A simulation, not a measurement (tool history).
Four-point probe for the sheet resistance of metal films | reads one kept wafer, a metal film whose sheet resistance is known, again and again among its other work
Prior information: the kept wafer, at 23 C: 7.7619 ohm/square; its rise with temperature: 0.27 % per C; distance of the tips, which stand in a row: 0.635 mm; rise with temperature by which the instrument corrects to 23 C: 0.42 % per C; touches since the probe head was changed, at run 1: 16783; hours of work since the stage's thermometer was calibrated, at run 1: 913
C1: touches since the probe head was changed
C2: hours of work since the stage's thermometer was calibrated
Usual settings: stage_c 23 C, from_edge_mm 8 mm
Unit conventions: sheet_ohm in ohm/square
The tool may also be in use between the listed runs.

{"run": 1, "hour": 0.0, "stage_c": 23, "from_edge_mm": 8, "C1": 16783, "C2": 913, "sheet_ohm": 7.783757}
{"run": 2, "hour": 23.3, "stage_c": 30, "from_edge_mm": 8, "C1": 17330, "C2": 922, "sheet_ohm": 7.704096}
{"run": 3, "hour": 35.2, "stage_c": 30, "from_edge_mm": 8, "C1": 17609, "C2": 927, "sheet_ohm": 7.705836}
{"run": 4, "hour": 52.5, "stage_c": 30, "from_edge_mm": 5, "C1": 18017, "C2": 934, "sheet_ohm": 7.743297}
{"run": 5, "hour": 65.7, "stage_c": 23, "from_edge_mm": 8, "C1": 18326, "C2": 940, "sheet_ohm": 7.782064}
{"run": 6, "hour": 77.7, "stage_c": 23, "from_edge_mm": 8, "C1": 18609, "C2": 945, "sheet_ohm": 7.781419}
{"run": 7, "hour": 102.4, "stage_c": 23, "from_edge_mm": 8, "C1": 19189, "C2": 955, "sheet_ohm": 7.779291}
{"run": 8, "hour": 128.7, "stage_c": 23, "from_edge_mm": 8, "C1": 19808, "C2": 966, "sheet_ohm": 7.777912}
{"run": 9, "hour": 153.1, "stage_c": 23, "from_edge_mm": 8, "C1": 20380, "C2": 976, "sheet_ohm": 7.77547}
{"run": 10, "hour": 180.3, "stage_c": 23, "from_edge_mm": 8, "C1": 21021, "C2": 987, "sheet_ohm": 7.780172}
{"run": 11, "hour": 192.9, "stage_c": 18, "from_edge_mm": 8, "C1": 21315, "C2": 992, "sheet_ohm": 7.835159}
{"run": 12, "hour": 209.2, "stage_c": 24, "from_edge_mm": 8, "C1": 21699, "C2": 999, "sheet_ohm": 7.765407}
{"run": 13, "hour": 228.1, "stage_c": 24, "from_edge_mm": 8, "C1": 22143, "C2": 1007, "sheet_ohm": 7.767097}
{"run": 14, "hour": 253.5, "stage_c": 25, "from_edge_mm": 8, "C1": 22741, "C2": 1017, "sheet_ohm": 7.758421}
{"run": 15, "hour": 274.6, "stage_c": 20, "from_edge_mm": 6, "C1": 23236, "C2": 1026, "sheet_ohm": 7.833344}

Run 16 has not been measured yet. What should we expect?
{"run": 16, "hour": 301.3, "stage_c": 18, "from_edge_mm": 3, "C1": 23864, "C2": 1037, "sheet_ohm": "?"}

sheet_ohm: 7.990459 ohm/square
Were there no unlogged condition in the tool, this run, its random variation unchanged, would have produced sheet_ohm 8.002032 ohm/square.
